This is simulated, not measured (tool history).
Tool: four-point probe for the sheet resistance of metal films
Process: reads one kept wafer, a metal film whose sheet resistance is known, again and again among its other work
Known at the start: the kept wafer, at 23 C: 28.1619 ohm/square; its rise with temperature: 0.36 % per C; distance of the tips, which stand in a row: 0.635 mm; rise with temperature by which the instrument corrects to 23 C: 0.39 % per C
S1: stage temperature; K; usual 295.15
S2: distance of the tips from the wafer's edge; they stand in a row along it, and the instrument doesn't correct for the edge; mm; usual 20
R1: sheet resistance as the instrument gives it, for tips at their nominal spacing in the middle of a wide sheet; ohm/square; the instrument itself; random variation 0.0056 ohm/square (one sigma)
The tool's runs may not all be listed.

run,hour,S1,S2,R1
1,0.0,295.15,20,28.246627
2,14.6,295.15,20,28.244247
3,36.4,295.15,20,28.243128
4,48.9,295.15,20,28.251686
5,73.1,301.15,20,28.188050
6,87.0,301.15,20,28.175929
7,104.9,308.15,3,28.760063
8,127.6,308.15,3,28.765820
9,139.1,301.15,16,28.184423
10,154.8,294.15,21,28.253343

Hidden state or all else? Some run-to-run changes of R1, split into what the settings, what came in and random variation would give without the hidden state, and what is left for the hidden state (with any gauge scatter that isn't in both results):
The hidden state here: inner tips' distance over the nominal, %; tips' flats over new ones', %; wafer's true temperature over the reading, C; drift of the gauge itself on sheet_ohm, %.
Run 6 -> 7: S1 301.15 -> 308.15, S2 20 -> 3. R1 +0.584134 ohm/square: hidden state +0.000971, all else +0.583163.
